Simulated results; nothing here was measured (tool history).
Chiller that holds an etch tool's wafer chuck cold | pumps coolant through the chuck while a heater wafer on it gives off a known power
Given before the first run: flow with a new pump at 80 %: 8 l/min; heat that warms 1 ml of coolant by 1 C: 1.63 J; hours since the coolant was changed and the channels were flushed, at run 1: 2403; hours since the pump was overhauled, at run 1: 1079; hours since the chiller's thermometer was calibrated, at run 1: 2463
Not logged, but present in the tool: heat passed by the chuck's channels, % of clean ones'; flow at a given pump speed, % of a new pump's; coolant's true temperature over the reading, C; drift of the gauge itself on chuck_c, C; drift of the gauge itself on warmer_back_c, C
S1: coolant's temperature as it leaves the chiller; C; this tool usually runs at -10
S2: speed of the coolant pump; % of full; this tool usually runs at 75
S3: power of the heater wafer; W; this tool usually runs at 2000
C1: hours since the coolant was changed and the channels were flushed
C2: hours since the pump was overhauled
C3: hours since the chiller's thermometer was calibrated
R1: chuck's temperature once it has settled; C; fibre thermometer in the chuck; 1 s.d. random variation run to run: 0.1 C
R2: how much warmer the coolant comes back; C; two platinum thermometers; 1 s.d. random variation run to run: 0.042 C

run 1 day=0.000 | S1=-10 S2=75 S3=2000 | C1=2403 C2=1079 C3=2463 | R1=7.1 R2=9.90
run 2 day=1.238 | S1=-10 S2=75 S3=2000 | C1=2432 C2=1109 C3=2493 | R1=7.3 R2=9.95
run 3 day=2.500 | S1=-10 S2=75 S3=2000 | C1=2463 C2=1139 C3=2523 | R1=7.4 R2=9.91
run 4 day=3.904 | S1=-10 S2=75 S3=2000 | C1=2496 C2=1173 C3=2557 | R1=7.2 R2=9.86
run 5 day=5.800 | S1=-10 S2=79 S3=2000 | C1=2542 C2=1218 C3=2603 | R1=6.8 R2=9.47
run 6 day=6.792 | S1=-10 S2=79 S3=2000 | C1=2566 C2=1242 C3=2626 | R1=6.8 R2=9.51
run 7 day=8.342 | S1=-10 S2=79 S3=2000 | C1=2603 C2=1279 C3=2664 | R1=6.7 R2=9.52
run 8 day=9.350 | S1=-10 S2=79 S3=2000 | C1=2627 C2=1304 C3=2688 | R1=6.9 R2=9.49
run 9 day=11.075 | S1=-10 S2=70 S3=2000 | C1=2668 C2=1345 C3=2729 | R1=8.4 R2=10.65
run 10 day=12.492 | S1=-10 S2=70 S3=2000 | C1=2702 C2=1379 C3=2763 | R1=8.6 R2=10.64
run 11 day=13.467 | S1=-10 S2=71 S3=2000 | C1=2726 C2=1402 C3=2787 | R1=8.1 R2=10.59
run 12 day=15.138 | S1=-10 S2=71 S3=2000 | C1=2766 C2=1442 C3=2827 | R1=7.9 R2=10.63
run 13 day=16.608 | S1=-10 S2=71 S3=2000 | C1=2801 C2=1478 C3=2862 | R1=8.3 R2=10.47
run 14 day=18.092 | S1=-10 S2=71 S3=2000 | C1=2837 C2=1513 C3=2898 | R1=8.2 R2=10.62
run 15 day=18.983 | S1=-13 S2=75 S3=2000 | C1=2858 C2=1535 C3=2919 | R1=4.7 R2=9.91
run 16 day=20.771 | S1=-10 S2=75 S3=1550 | C1=2901 C2=1578 C3=2962 | R1=3.5 R2=7.75
run 17 day=22.575 | S1=-10 S2=64 S3=1424 | C1=2945 C2=1621 C3=3005 | R1=4.2 R2=8.28
run 18 day=24.046 | S1=-18 S2=75 S3=1875 | C1=2980 C2=1656 C3=3040 | R1=-1.4 R2=9.43
-- day=24.258 chiller's thermometer calibrated
run 19 day=25.475 | S1=-18 S2=75 S3=1875 | C1=3013 C2=1690 C3=29 | R1=-1.2 R2=9.38
run 20 day=27.183 | S1=-10 S2=80 S3=1271 | C1=3054 C2=1731 C3=70 | R1=1.1 R2=5.98
run 21 day=28.925 | S1=-10 S2=80 S3=1271 | C1=3096 C2=1772 C3=112 | R1=0.9 R2=6.01
-- day=29.362 chiller's thermometer calibrated, once more
run 22 day=30.012 | S1=-3 S2=63 S3=1215 | C1=3121 C2=1798 C3=16 | R1=9.0 R2=7.22
run 23 day=31.767 | S1=0 S2=63 S3=1602 | C1=3163 C2=1840 C3=58 | R1=15.9 R2=9.50
run 24 day=33.625 | S1=-17 S2=72 S3=1622 | C1=3208 C2=1884 C3=102 | R1=-2.5 R2=8.48
run 25 day=35.329 | S1=-16 S2=77 S3=1458 | C1=3249 C2=1925 C3=143 | R1=-3.3 R2=7.20
run 26 day=36.446 | S1=-3 S2=97 S3=1317 | C1=3275 C2=1952 C3=170 | R1=6.7 R2=5.18
run 27 day=37.433 | S1=-3 S2=97 S3=1317 | C1=3299 C2=1976 C3=194 | R1=6.8 R2=5.19
run 28 day=38.883 | S1=-17 S2=67 S3=2291 | C1=3334 C2=2010 C3=228 | R1=4.8 R2=12.85
run 29 day=40.092 | S1=-1 S2=75 S3=1385 | C1=3363 C2=2039 C3=257 | R1=11.1 R2=6.98
run 30 day=41.704 | S1=-3 S2=72 S3=1324 | C1=3402 C2=2078 C3=296 | R1=9.0 R2=6.93
run 31 day=43.242 | S1=-3 S2=72 S3=1324 | C1=3439 C2=2115 C3=333 | R1=8.9 R2=6.89

3 options for the next run, each taken on its own from the tool as it stands now. Forecast them:
run A day=44.812 | S1=-3 S2=72 S3=2735 | C1=3476 C2=2153 C3=371 | R1=? R2=?
run B day=44.812 | S1=-7 S2=71 S3=1881 | C1=3476 C2=2153 C3=371 | R1=? R2=?
run C day=44.812 | S1=-16 S2=72 S3=1324 | C1=3476 C2=2153 C3=371 | R1=? R2=?

run=A R1=21.8 R2=14.36
run=B R1=10.2 R2=10.10
run=C R1=-3.8 R2=6.95
Had the tool no hidden state, the same runs would have come out as:
run=A R1=19.5 R2=13.97
run=B R1=8.6 R2=9.82
run=C R1=-5.0 R2=6.76
